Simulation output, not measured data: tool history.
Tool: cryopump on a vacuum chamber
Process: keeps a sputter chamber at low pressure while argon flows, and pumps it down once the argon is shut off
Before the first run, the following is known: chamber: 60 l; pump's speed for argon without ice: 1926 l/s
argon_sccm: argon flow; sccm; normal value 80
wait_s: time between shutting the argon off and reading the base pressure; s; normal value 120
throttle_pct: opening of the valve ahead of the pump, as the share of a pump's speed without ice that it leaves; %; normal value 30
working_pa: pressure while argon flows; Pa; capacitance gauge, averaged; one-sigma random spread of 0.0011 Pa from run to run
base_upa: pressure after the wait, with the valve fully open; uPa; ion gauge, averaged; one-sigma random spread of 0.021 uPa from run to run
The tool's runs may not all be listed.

{"run": 1, "hour": 0.0, "argon_sccm": 80, "wait_s": 120, "throttle_pct": 30, "working_pa": 0.2388, "base_upa": 1.5}
{"run": 2, "hour": 9.4, "argon_sccm": 34, "wait_s": 120, "throttle_pct": 30, "working_pa": 0.1012, "base_upa": 1.47}
{"run": 3, "hour": 26.1, "argon_sccm": 34, "wait_s": 120, "throttle_pct": 30, "working_pa": 0.1043, "base_upa": 1.48}
{"run": 4, "hour": 36.1, "argon_sccm": 145, "wait_s": 120, "throttle_pct": 30, "working_pa": 0.4358, "base_upa": 1.49}
{"run": 5, "hour": 46.5, "argon_sccm": 80, "wait_s": 26, "throttle_pct": 30, "working_pa": 0.2408, "base_upa": 2.54}
{"run": 6, "hour": 66.0, "argon_sccm": 80, "wait_s": 26, "throttle_pct": 30, "working_pa": 0.24, "base_upa": 2.48}
{"run": 7, "hour": 85.1, "argon_sccm": 80, "wait_s": 26, "throttle_pct": 30, "working_pa": 0.2416, "base_upa": 2.58}
{"run": 8, "hour": 100.8, "argon_sccm": 80, "wait_s": 120, "throttle_pct": 30, "working_pa": 0.2417, "base_upa": 1.53}
{"run": 9, "hour": 120.8, "argon_sccm": 80, "wait_s": 120, "throttle_pct": 28, "working_pa": 0.2564, "base_upa": 1.57}
{"run": 10, "hour": 131.0, "argon_sccm": 80, "wait_s": 120, "throttle_pct": 28, "working_pa": 0.2588, "base_upa": 1.55}
{"run": 11, "hour": 141.7, "argon_sccm": 80, "wait_s": 120, "throttle_pct": 28, "working_pa": 0.2597, "base_upa": 1.52}
{"run": 12, "hour": 158.2, "argon_sccm": 80, "wait_s": 120, "throttle_pct": 28, "working_pa": 0.2584, "base_upa": 1.57}
{"run": 13, "hour": 169.9, "argon_sccm": 80, "wait_s": 120, "throttle_pct": 30, "working_pa": 0.2437, "base_upa": 1.55}
{"run": 14, "hour": 185.3, "argon_sccm": 80, "wait_s": 120, "throttle_pct": 30, "working_pa": 0.2437, "base_upa": 1.59}
{"run": 15, "hour": 196.6, "argon_sccm": 80, "wait_s": 120, "throttle_pct": 30, "working_pa": 0.2427, "base_upa": 1.59}
{"run": 16, "hour": 207.8, "argon_sccm": 80, "wait_s": 120, "throttle_pct": 30, "working_pa": 0.2445, "base_upa": 1.64}
{"run": 17, "hour": 226.6, "argon_sccm": 80, "wait_s": 120, "throttle_pct": 30, "working_pa": 0.2443, "base_upa": 1.57}
{"run": 18, "hour": 246.9, "argon_sccm": 80, "wait_s": 120, "throttle_pct": 30, "working_pa": 0.2441, "base_upa": 1.6}
{"run": 19, "hour": 256.4, "argon_sccm": 108, "wait_s": 240, "throttle_pct": 22, "working_pa": 0.4487, "base_upa": 1.45}
{"run": 20, "hour": 275.4, "argon_sccm": 127, "wait_s": 240, "throttle_pct": 16, "working_pa": 0.7107, "base_upa": 1.47}
{"run": 21, "hour": 292.1, "argon_sccm": 127, "wait_s": 240, "throttle_pct": 16, "working_pa": 0.722, "base_upa": 1.46}
{"run": 22, "hour": 305.9, "argon_sccm": 80, "wait_s": 70, "throttle_pct": 30, "working_pa": 0.2485, "base_upa": 1.79}
{"run": 23, "hour": 319.5, "argon_sccm": 80, "wait_s": 120, "throttle_pct": 16, "working_pa": 0.4488, "base_upa": 1.68}
{"run": 24, "hour": 331.8, "argon_sccm": 73, "wait_s": 184, "throttle_pct": 20, "working_pa": 0.3341, "base_upa": 1.58}
{"run": 25, "hour": 348.4, "argon_sccm": 100, "wait_s": 136, "throttle_pct": 35, "working_pa": 0.2679, "base_upa": 1.61}
{"run": 26, "hour": 368.5, "argon_sccm": 111, "wait_s": 22, "throttle_pct": 38, "working_pa": 0.278, "base_upa": 2.93}
{"run": 27, "hour": 385.6, "argon_sccm": 142, "wait_s": 72, "throttle_pct": 35, "working_pa": 0.3837, "base_upa": 1.88}
{"run": 28, "hour": 396.2, "argon_sccm": 70, "wait_s": 120, "throttle_pct": 30, "working_pa": 0.2173, "base_upa": 1.71}
{"run": 29, "hour": 405.1, "argon_sccm": 70, "wait_s": 120, "throttle_pct": 30, "working_pa": 0.2186, "base_upa": 1.72}
{"run": 30, "hour": 425.1, "argon_sccm": 81, "wait_s": 87, "throttle_pct": 16, "working_pa": 0.4605, "base_upa": 1.84}
{"run": 31, "hour": 435.8, "argon_sccm": 40, "wait_s": 87, "throttle_pct": 16, "working_pa": 0.2285, "base_upa": 1.83}
{"run": 32, "hour": 448.1, "argon_sccm": 81, "wait_s": 81, "throttle_pct": 17, "working_pa": 0.4375, "base_upa": 1.93}
{"run": 33, "hour": 460.7, "argon_sccm": 81, "wait_s": 81, "throttle_pct": 17, "working_pa": 0.4355, "base_upa": 1.99}
{"run": 34, "hour": 471.3, "argon_sccm": 72, "wait_s": 120, "throttle_pct": 30, "working_pa": 0.2261, "base_upa": 1.73}

Alternative continuations, all from the tool just after run 34; predict every row:
{"hour": 474.6, "done": "leaking fittings of the chamber tightened, without venting"}
{"run": "A", "hour": 491.3, "argon_sccm": 38, "wait_s": 29, "throttle_pct": 30, "working_pa": "?", "base_upa": "?"}
{"hour": 474.6, "done": "leaking fittings of the chamber tightened, without venting"}
{"run": "B", "hour": 491.3, "argon_sccm": 72, "wait_s": 120, "throttle_pct": 18, "working_pa": "?", "base_upa": "?"}
{"hour": 474.6, "done": "leaking fittings of the chamber tightened, without venting"}
{"run": "C", "hour": 491.3, "argon_sccm": 57, "wait_s": 120, "throttle_pct": 15, "working_pa": "?", "base_upa": "?"}
{"hour": 474.6, "done": "leaking fittings of the chamber tightened, without venting"}
{"run": "D", "hour": 491.3, "argon_sccm": 34, "wait_s": 60, "throttle_pct": 30, "working_pa": "?", "base_upa": "?"}

run=A working_pa=0.1181 base_upa=1.46
run=B working_pa=0.3691 base_upa=0.53
run=C working_pa=0.3471 base_upa=0.52
run=D working_pa=0.1075 base_upa=0.8
Without the tool's hidden state the same runs would have given:
run=A working_pa=0.1093 base_upa=1.41
run=B working_pa=0.3524 base_upa=0.48
run=C working_pa=0.3339 base_upa=0.47
run=D working_pa=0.0997 base_upa=0.75
